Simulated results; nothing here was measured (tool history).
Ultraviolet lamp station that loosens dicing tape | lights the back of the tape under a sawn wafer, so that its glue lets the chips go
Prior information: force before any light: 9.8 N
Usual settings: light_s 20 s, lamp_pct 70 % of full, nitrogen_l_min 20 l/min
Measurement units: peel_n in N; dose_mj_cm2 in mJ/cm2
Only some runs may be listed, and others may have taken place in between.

run     day  light_s  lamp_pct  nitrogen_l_min  peel_n  dose_mj_cm2
  1       0       20        70              20   0.712          242
  2   0.421       20        70              20   0.735          239
  3   1.292       20        70              14   1.017          238
  4   2.083       20        70              20   0.745          236
  5   2.579       20        70              20   0.742          236
  6   3.054       17        70              20   1.023          202
  7   3.767       17        70              20   1.094          200
  8   4.338       17        70              20   1.066          201
  9   5.129       20        70              20   0.792          233
 10   5.942       20        70              10   1.442          233
 11   6.362       20        70              10   1.429          233
 12   7.242       20        70              19    0.82          230
 13   8.067       20        70              19   0.826          225
      8.133  -- window cleaned of glue's vapour
 14   9.092       20        70              19   0.926          217
 15  10.058       20        70              20   0.873          220
 16  10.717       20        60              20    1.26          188
 17  11.738       20        60              20   1.296          181
     11.979  -- window cleaned of glue's vapour, once more
 18  12.408       20        60              20   0.967          206
 19  12.833       20        70              20   0.703          243
 20  13.688       20        70              20   0.709          243
 21  14.633       20        70              20   0.703          245
 22  15.117       15        70              20   1.287          182
 23  15.712       15        70              20    1.36          178
 24  16.671       15        70              20   1.395          180
 25   17.25       15        70              20   1.325          178
 26  17.896       11        80               9    3.03          150
 27  18.775       11        80               9   2.944          149
 28  19.533       11        80               9   2.997          147
 29  20.325       11        80              10   2.846          148
 30  21.025       38        80              11   0.235          501
 31   21.95       23        73              39   0.296          277
 32  22.625       20        70               8   1.754          228
 33  23.292       20        70               8   1.731          234
 34  24.042       20        70               8   1.735          229
 35  24.692       20        70               8    1.77          229
 36  25.171       20        73              20   0.773          233
 37  25.775       14        64              39   1.328          142
 38  26.583       17        64              31   1.033          177
 39  27.071       20        70              30   0.606          226
 40  28.088       40        85               6   0.357          534
 41  28.946       40        85               7   0.307          529
 42  29.375       28        78              20   0.304          341
 43  30.354       29        70              10   0.798          320

Forecast each of these 3 alternatives for the next run:
  A  30.808       18        64              14       ?            ?
  B  30.808       34        70              20       ?            ?
  C  30.808       19        98              23       ?            ?

run  peel_n  dose_mj_cm2
  A   1.778          178
  B   0.263          371
  C   0.408          288
Stripped of hidden state, with their random variation kept, the same runs would have yielded:
run  peel_n  dose_mj_cm2
  A   0.991          242
  B   0.152          504
  C   0.201          392
